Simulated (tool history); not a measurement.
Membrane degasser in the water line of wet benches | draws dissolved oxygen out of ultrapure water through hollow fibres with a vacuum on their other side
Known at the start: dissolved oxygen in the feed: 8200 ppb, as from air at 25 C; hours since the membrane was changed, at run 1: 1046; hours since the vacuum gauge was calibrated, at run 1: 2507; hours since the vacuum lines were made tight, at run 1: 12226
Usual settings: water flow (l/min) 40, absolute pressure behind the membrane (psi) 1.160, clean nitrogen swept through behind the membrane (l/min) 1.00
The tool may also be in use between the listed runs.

run   hour  water flow (l/min)  absolute pressure behind the membrane (psi)  clean nitrogen swept through behind the membrane (l/min)  hours since the membrane was changed  hours since the vacuum gauge was calibrated  hours since the vacuum lines were made tight  dissolved oxygen in the water behind the degasser (ppb)  pressure that the water loses in the fibres (psi)
  1    0.0                  40                                        1.160                                                      1.00                                  1046                                         2507                                         12226                                                    374.9                                              5.655
  2   30.9                  40                                        1.160                                                      1.00                                  1077                                         2538                                         12257                                                    374.8                                              5.661
  3   70.3                  40                                        1.160                                                      1.00                                  1116                                         2577                                         12297                                                    374.1                                              5.675
  4   89.7                  40                                        1.160                                                      0.54                                  1135                                         2596                                         12316                                                    580.8                                              5.678
  5  120.4                  40                                        1.160                                                      0.54                                  1166                                         2627                                         12347                                                    581.6                                              5.680
  6  166.2                  50                                        2.830                                                      1.00                                  1212                                         2673                                         12393                                                   1357.0                                              7.089
  7  186.2                  62                                        2.830                                                      1.16                                  1232                                         2693                                         12413                                                   1419.1                                              8.814
  8  207.4                  27                                        2.830                                                      1.48                                  1253                                         2714                                         12434                                                    623.9                                              3.857

The next listed run, before its measurement:
  9  229.6                  50                                        1.160                                                      0.60                                  1275                                         2736                                         12456                                                        ?                                                  ?

Run 9 gave dissolved oxygen in the water behind the degasser (ppb) 628.8, pressure that the water loses in the fibres (psi) 7.121.
Without the tool's hidden state the same run would have given dissolved oxygen in the water behind the degasser (ppb) 630.8, pressure that the water loses in the fibres (psi) 7.121.
